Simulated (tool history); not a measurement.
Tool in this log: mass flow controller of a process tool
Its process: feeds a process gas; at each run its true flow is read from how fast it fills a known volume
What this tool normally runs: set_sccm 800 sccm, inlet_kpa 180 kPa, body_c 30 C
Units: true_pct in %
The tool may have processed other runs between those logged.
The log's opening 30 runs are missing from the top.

run 31 hour=3918.0 | set_sccm=795 inlet_kpa=180 body_c=39 | true_pct=101.05
run 32 hour=4018.1 | set_sccm=795 inlet_kpa=180 body_c=39 | true_pct=101.21
run 33 hour=4191.0 | set_sccm=795 inlet_kpa=180 body_c=39 | true_pct=101.30
run 34 hour=4286.5 | set_sccm=795 inlet_kpa=180 body_c=22 | true_pct=100.07
run 35 hour=4415.1 | set_sccm=469 inlet_kpa=226 body_c=25 | true_pct=99.73
run 36 hour=4559.1 | set_sccm=469 inlet_kpa=226 body_c=25 | true_pct=99.76
run 37 hour=4647.8 | set_sccm=469 inlet_kpa=226 body_c=25 | true_pct=99.86
run 38 hour=4816.9 | set_sccm=469 inlet_kpa=226 body_c=25 | true_pct=99.87
run 39 hour=4914.9 | set_sccm=200 inlet_kpa=267 body_c=21 | true_pct=98.70

Branching from run 39: 5 alternative next runs. What would each branch give?
run A hour=5037.3 | set_sccm=111 inlet_kpa=173 body_c=32 | true_pct=?
run B hour=5037.3 | set_sccm=800 inlet_kpa=204 body_c=30 | true_pct=?
run C hour=5037.3 | set_sccm=458 inlet_kpa=180 body_c=30 | true_pct=?
run D hour=5037.3 | set_sccm=695 inlet_kpa=267 body_c=29 | true_pct=?
run E hour=5037.3 | set_sccm=800 inlet_kpa=180 body_c=31 | true_pct=?

run=A true_pct=98.84
run=B true_pct=100.45
run=C true_pct=100.07
run=D true_pct=100.22
run=E true_pct=100.74
The same runs, with their run-to-run variation unchanged, on a tool lacking any hidden condition would have given:
run=A true_pct=99.82
run=B true_pct=100.00
run=C true_pct=99.79
run=D true_pct=99.80
run=E true_pct=100.29

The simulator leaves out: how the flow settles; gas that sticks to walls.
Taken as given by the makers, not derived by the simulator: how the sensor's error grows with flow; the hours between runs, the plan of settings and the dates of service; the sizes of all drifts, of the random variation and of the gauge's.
